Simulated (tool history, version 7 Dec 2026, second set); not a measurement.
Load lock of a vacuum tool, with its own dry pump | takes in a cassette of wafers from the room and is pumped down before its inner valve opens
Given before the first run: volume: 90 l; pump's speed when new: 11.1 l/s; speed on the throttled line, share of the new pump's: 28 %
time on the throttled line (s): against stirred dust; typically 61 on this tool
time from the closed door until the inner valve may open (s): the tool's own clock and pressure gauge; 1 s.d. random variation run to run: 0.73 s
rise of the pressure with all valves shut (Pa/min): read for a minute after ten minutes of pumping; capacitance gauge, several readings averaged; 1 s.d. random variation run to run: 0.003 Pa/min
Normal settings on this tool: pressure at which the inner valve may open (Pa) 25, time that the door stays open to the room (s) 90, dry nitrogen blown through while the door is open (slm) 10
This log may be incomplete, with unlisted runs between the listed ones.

| run | hour | time on the throttled line (s) | pressure at which the inner valve may open (Pa) | time that the door stays open to the room (s) | dry nitrogen blown through while the door is open (slm) | incoming humidity of the room's air, % | time from the closed door until the inner valve may open (s) | rise of the pressure with all valves shut (Pa/min) |
|---|---|---|---|---|---|---|---|---|
| 1 | 0.0 | 61 | 25 | 90 | 10 | 47.5 | 113.3 | 0.043 |
| 2 | 156.9 | 61 | 25 | 135 | 10 | 47.3 | 113.1 | 0.052 |
| 3 | 276.1 | 61 | 25 | 135 | 10 | 45.5 | 113.2 | 0.051 |
| 4 | 423.3 | 61 | 25 | 135 | 10 | 48.7 | 113.8 | 0.051 |
| 5 | 644.6 | 61 | 25 | 135 | 10 | 45.4 | 113.9 | 0.049 |
| 6 | 760.8 | 61 | 25 | 90 | 10 | 48.1 | 112.9 | 0.042 |
| 7 | 878.5 | 61 | 25 | 90 | 10 | 44.8 | 113.8 | 0.036 |
| 8 | 1007.5 | 61 | 25 | 90 | 10 | 42.6 | 113.8 | 0.034 |
| 9 | 1189.3 | 61 | 25 | 90 | 10 | 45.4 | 114.6 | 0.040 |
| 10 | 1439.3 | 61 | 25 | 90 | 10 | 44.2 | 114.6 | 0.041 |
| 11 | 1626.8 | 61 | 25 | 90 | 10 | 42.2 | 114.2 | 0.042 |
| 12 | 1810.2 | 61 | 25 | 90 | 10 | 44.1 | 113.8 | 0.044 |
| 13 | 1968.8 | 61 | 25 | 90 | 10 | 46.3 | 115.2 | 0.049 |
| 14 | 2161.3 | 61 | 25 | 67 | 10 | 42.5 | 113.7 | 0.043 |
| 15 | 2294.0 | 61 | 25 | 67 | 10 | 46.7 | 116.4 | 0.038 |
| 16 | 2423.5 | 61 | 25 | 90 | 17 | 43.9 | 116.9 | 0.036 |
| 17 | 2627.2 | 61 | 25 | 90 | 17 | 40.8 | 115.8 | 0.033 |
| 18 | 2765.8 | 61 | 36 | 90 | 10 | 42.9 | 112.4 | 0.047 |
| 19 | 2977.0 | 61 | 34 | 90 | 10 | 48.9 | 112.9 | 0.051 |
| 20 | 3232.4 | 73 | 31 | 114 | 34 | 47.2 | 121.7 | 0.033 |
| 21 | 3351.9 | 73 | 27 | 29 | 5 | 45.0 | 124.4 | 0.041 |
| 22 | 3599.7 | 61 | 25 | 29 | 10 | 43.4 | 116.2 | 0.033 |
| 23 | 3795.3 | 61 | 25 | 29 | 10 | 46.2 | 115.8 | 0.035 |
| 24 | 3972.6 | 61 | 25 | 29 | 10 | 47.9 | 116.0 | 0.038 |
| 25 | 4211.3 | 46 | 28 | 33 | 10 | 46.6 | 105.8 | 0.036 |
| 26 | 4377.1 | 61 | 25 | 29 | 10 | 49.3 | 116.6 | 0.037 |
| 27 | 4535.3 | 61 | 25 | 29 | 10 | 44.5 | 117.0 | 0.038 |
| 28 | 4689.5 | 113 | 25 | 90 | 10 | 50.1 | 154.4 | 0.059 |
| 29 | 4917.9 | 113 | 25 | 90 | 10 | 44.5 | 152.4 | 0.056 |
| 30 | 5049.9 | 58 | 25 | 90 | 6 | 43.5 | 115.5 | 0.062 |
| 31 | 5219.3 | 61 | 24 | 90 | 7 | 44.2 | 117.7 | 0.058 |
| 32 | 5456.5 | 61 | 24 | 90 | 7 | 46.0 | 118.3 | 0.061 |
| 33 | 5700.4 | 37 | 24 | 26 | 7 | 48.4 | 103.0 | 0.044 |
| 34 | 5930.4 | 88 | 25 | 83 | 9 | 44.7 | 136.0 | 0.062 |
| 35 | 6171.1 | 110 | 24 | 60 | 10 | 46.6 | 153.2 | 0.060 |
| 36 | 6370.9 | 61 | 29 | 54 | 10 | 46.9 | 116.0 | 0.058 |
| 37 | 6620.1 | 66 | 41 | 76 | 25 | 44.2 | 116.9 | 0.052 |
| 38 | 6791.5 | 66 | 41 | 76 | 25 | 42.8 | 117.7 | 0.054 |

3 options for the next run, each taken on its own from the tool as it stands now. Forecast them:
| A | 7035.3 | 74 | 41 | 76 | 25 | 46.0 | ? | ? |
| B | 7035.3 | 61 | 42 | 90 | 10 | 47.7 | ? | ? |
| C | 7035.3 | 81 | 23 | 90 | 16 | 45.1 | ? | ? |

| run | time from the closed door until the inner valve may open (s) | rise of the pressure with all valves shut (Pa/min) |
|---|---|---|
| A | 123.8 | 0.050 |
| B | 115.8 | 0.066 |
| C | 133.7 | 0.060 |
Without the tool's unlogged condition, the same runs would have read:
| run | time from the closed door until the inner valve may open (s) | rise of the pressure with all valves shut (Pa/min) |
|---|---|---|
| A | 117.1 | 0.012 |
| B | 108.5 | 0.029 |
| C | 126.5 | 0.022 |
